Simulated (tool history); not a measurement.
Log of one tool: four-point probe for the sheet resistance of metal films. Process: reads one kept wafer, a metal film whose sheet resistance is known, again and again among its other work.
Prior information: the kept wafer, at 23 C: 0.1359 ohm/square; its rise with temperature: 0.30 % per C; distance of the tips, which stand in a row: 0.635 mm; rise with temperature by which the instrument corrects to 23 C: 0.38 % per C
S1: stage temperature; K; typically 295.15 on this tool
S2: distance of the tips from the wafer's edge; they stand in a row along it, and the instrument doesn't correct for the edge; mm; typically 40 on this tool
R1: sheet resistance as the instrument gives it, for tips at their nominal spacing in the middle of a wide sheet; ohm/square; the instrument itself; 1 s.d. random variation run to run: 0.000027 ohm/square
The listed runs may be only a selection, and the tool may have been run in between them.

run 1 day=0 | S1=295.15 S2=40 | R1=0.134788
run 2 day=3.142 | S1=295.15 S2=40 | R1=0.134775
run 3 day=6.208 | S1=295.15 S2=48 | R1=0.134665
run 4 day=9.712 | S1=308.15 S2=40 | R1=0.133373
run 5 day=12.562 | S1=308.15 S2=40 | R1=0.133342
run 6 day=18.033 | S1=308.15 S2=40 | R1=0.133264
-- day=20.017 new probe head fitted
run 7 day=22.729 | S1=308.15 S2=40 | R1=0.135276
run 8 day=27.125 | S1=295.15 S2=40 | R1=0.136497
-- day=28.838 stage's thermometer calibrated
run 9 day=30.488 | S1=295.15 S2=6 | R1=0.137243
run 10 day=36.346 | S1=295.15 S2=6 | R1=0.137107
run 11 day=39.35 | S1=296.15 S2=6 | R1=0.136938
run 12 day=43.896 | S1=296.15 S2=6 | R1=0.136836
-- day=44.954 stage's thermometer calibrated, once more
run 13 day=47.338 | S1=296.15 S2=6 | R1=0.137065
run 14 day=51.212 | S1=296.15 S2=6 | R1=0.137054
run 15 day=53.971 | S1=295.15 S2=8 | R1=0.136746
run 16 day=58.975 | S1=293.15 S2=8 | R1=0.136816
run 17 day=63.771 | S1=295.15 S2=49 | R1=0.136102
run 18 day=69.508 | S1=295.15 S2=49 | R1=0.136006
run 19 day=73.371 | S1=295.15 S2=49 | R1=0.135949
run 20 day=76.808 | S1=295.15 S2=49 | R1=0.135927
run 21 day=81.254 | S1=295.15 S2=33 | R1=0.135802
run 22 day=86.508 | S1=295.15 S2=40 | R1=0.135729
run 23 day=89.746 | S1=295.15 S2=40 | R1=0.135667
run 24 day=93.033 | S1=304.15 S2=8 | R1=0.135171
run 25 day=96.217 | S1=304.15 S2=8 | R1=0.135113
run 26 day=100.625 | S1=293.15 S2=7 | R1=0.136311
run 27 day=105.254 | S1=294.15 S2=51 | R1=0.135502
run 28 day=108.475 | S1=294.15 S2=51 | R1=0.135436
run 29 day=113.65 | S1=294.15 S2=10 | R1=0.135649
run 30 day=117.55 | S1=292.15 S2=6 | R1=0.136283
-- day=120.954 new probe head fitted
run 31 day=122.758 | S1=298.15 S2=22 | R1=0.135357
-- day=123.608 stage's thermometer calibrated
run 32 day=126.888 | S1=294.15 S2=25 | R1=0.135919
run 33 day=130.688 | S1=294.15 S2=53 | R1=0.135808
run 34 day=134.083 | S1=293.15 S2=37 | R1=0.135873
run 35 day=138.812 | S1=294.15 S2=11 | R1=0.135907
run 36 day=143.196 | S1=293.15 S2=11 | R1=0.135954
run 37 day=147.45 | S1=295.15 S2=31 | R1=0.135416
run 38 day=150.229 | S1=293.15 S2=40 | R1=0.13557
run 39 day=155.567 | S1=301.15 S2=8 | R1=0.135154
run 40 day=158.917 | S1=294.15 S2=7 | R1=0.135926
run 41 day=162.475 | S1=295.15 S2=10 | R1=0.135467
run 42 day=165.488 | S1=291.15 S2=51 | R1=0.135537
run 43 day=169.317 | S1=291.15 S2=51 | R1=0.135425
run 44 day=173.221 | S1=297.15 S2=6 | R1=0.135595

Branching from run 44: 3 alternative next runs. What would each branch give?
run A day=179.083 | S1=307.15 S2=12 | R1=?
run B day=179.083 | S1=295.15 S2=4 | R1=?
run C day=179.083 | S1=294.15 S2=7 | R1=?

run=A R1=0.133916
run=B R1=0.136694
run=C R1=0.135541
With the hidden condition removed and each run's random variation left untouched, the same runs would have given:
run=A R1=0.135038
run=B R1=0.137844
run=C R1=0.136683
